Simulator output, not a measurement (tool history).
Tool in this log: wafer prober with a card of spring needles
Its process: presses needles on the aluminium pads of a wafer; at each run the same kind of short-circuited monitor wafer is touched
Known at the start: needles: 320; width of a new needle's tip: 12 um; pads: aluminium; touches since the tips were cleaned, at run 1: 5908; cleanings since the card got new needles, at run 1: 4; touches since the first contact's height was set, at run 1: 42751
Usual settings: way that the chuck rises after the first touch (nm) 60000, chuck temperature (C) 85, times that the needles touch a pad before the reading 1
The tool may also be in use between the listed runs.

run,day,way that the chuck rises after the first touch (nm),chuck temperature (C),times that the needles touch a pad before the reading,touches since the tips were cleaned,cleanings since the card got new needles,touches since the first contact's height was set,resistance of one needle with its contact and lead (mohm),way that a needle slides on the pad (nm)
1,0.000,60000,85,1,5908,4,42751,288,7650
# day 0.462: tips cleaned on abrasive film
2,1.267,60000,85,1,2887,5,47281,291,7650
# day 2.588: tips cleaned on abrasive film
3,2.588,60000,85,1,0,6,52000,291,7650
4,3.212,60000,85,1,2239,6,54239,290,7700
5,3.929,56000,85,1,4815,6,56815,295,7160
# day 4.788: tips cleaned on abrasive film
6,5.062,56000,85,1,993,7,60872,290,7180
7,5.750,42000,85,2,3460,7,63339,296,5420
8,6.367,45000,31,1,5673,7,65552,282,5770
# day 6.929: tips cleaned on abrasive film
9,7.342,45000,31,1,1470,8,69026,276,5760
10,7.908,60000,115,2,3516,8,71072,300,7700
# day 9.042: tips cleaned on abrasive film
11,9.288,53000,88,2,877,9,75998,296,6800

Consider 4 possible next runs. They are alternatives, not a sequence: every one starts from the tool as it was left by run 11. What does each give?
A,10.625,52000,46,1,5682,9,80803,?,?
B,10.625,50000,49,2,5682,9,80803,?,?
C,10.625,70000,68,1,5682,9,80803,?,?
D,10.625,60000,53,1,5682,9,80803,?,?

run,resistance of one needle with its contact and lead (mohm),way that a needle slides on the pad (nm)
A,284,6690
B,282,6420
C,286,9030
D,288,7730
Stripped of hidden state, with their random variation kept, the same runs would have yielded:
run,resistance of one needle with its contact and lead (mohm),way that a needle slides on the pad (nm)
A,283,6640
B,281,6380
C,285,8970
D,286,7670

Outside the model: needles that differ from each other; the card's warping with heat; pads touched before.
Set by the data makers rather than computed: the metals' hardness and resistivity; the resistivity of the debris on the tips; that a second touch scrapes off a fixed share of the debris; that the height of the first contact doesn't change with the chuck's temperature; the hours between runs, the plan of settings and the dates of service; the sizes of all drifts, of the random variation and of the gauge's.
